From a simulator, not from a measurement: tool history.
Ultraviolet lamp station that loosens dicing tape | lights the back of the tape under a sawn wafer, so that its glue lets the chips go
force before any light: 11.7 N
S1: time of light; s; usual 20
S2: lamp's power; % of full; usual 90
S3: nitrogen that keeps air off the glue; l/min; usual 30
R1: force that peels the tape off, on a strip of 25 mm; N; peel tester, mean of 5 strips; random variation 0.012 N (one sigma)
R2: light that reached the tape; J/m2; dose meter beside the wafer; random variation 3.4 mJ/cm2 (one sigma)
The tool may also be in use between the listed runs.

run,hour,S1,S2,S3,R1,R2
1,0.0,20,90,30,0.556,5390
2,38.0,20,90,30,0.587,5460
3,77.4,20,90,30,0.578,5430
4,99.2,20,90,30,0.556,5400
5,118.0,20,90,30,0.554,5400
6,152.2,20,90,30,0.569,5450
7,171.5,20,90,30,0.546,5460
# hour 198.3: lamp changed
8,217.4,20,90,30,0.566,5380
# hour 243.6: window cleaned of glue's vapour
9,262.3,20,90,42,0.463,5460
10,288.6,17,90,30,0.830,4570
11,325.0,20,90,30,0.559,5390
12,360.8,20,90,30,0.568,5360
13,404.5,20,90,30,0.563,5410
14,444.3,20,90,35,0.513,5450
15,484.2,20,90,35,0.509,5370
16,522.0,20,90,35,0.497,5370
17,541.4,20,90,35,0.510,5390
18,570.8,20,90,30,0.558,5410
19,598.9,13,74,60,1.651,2860
20,635.4,13,74,60,1.695,2900
21,662.0,13,74,60,1.660,2880
22,704.6,13,74,60,1.744,2850
23,734.6,11,74,60,2.238,2470
24,761.6,20,71,42,0.867,4230
25,801.9,20,75,40,0.801,4490
26,821.6,20,90,15,0.811,5460
27,865.3,20,90,15,0.795,5450
28,906.8,10,62,28,3.829,1840
# hour 920.4: window cleaned of glue's vapour
29,944.1,10,62,28,3.657,1840
30,986.4,10,62,28,3.857,1890
31,1023.3,10,62,28,3.858,1880
32,1063.1,10,62,28,4.052,1870
33,1092.9,12,90,30,1.786,3290
# hour 1098.7: lamp changed
34,1116.0,20,69,30,1.032,4140
35,1152.9,22,79,30,0.622,5240
36,1186.3,20,94,30,0.501,5670

5 ways to go on from here, each from the tool as it stands after run 36. What would each give?
A,1210.0,20,94,24,?,?
B,1210.0,20,68,30,?,?
C,1210.0,11,60,53,?,?
D,1210.0,11,90,26,?,?
E,1210.0,27,80,15,?,?

run,R1,R2
A,0.549,5710
B,1.038,4090
C,3.043,1950
D,2.016,2990
E,0.543,6410
Without the tool's hidden state the same runs would have given:
run,R1,R2
A,0.548,5720
B,1.036,4090
C,3.040,1950
D,2.013,2990
E,0.542,6420
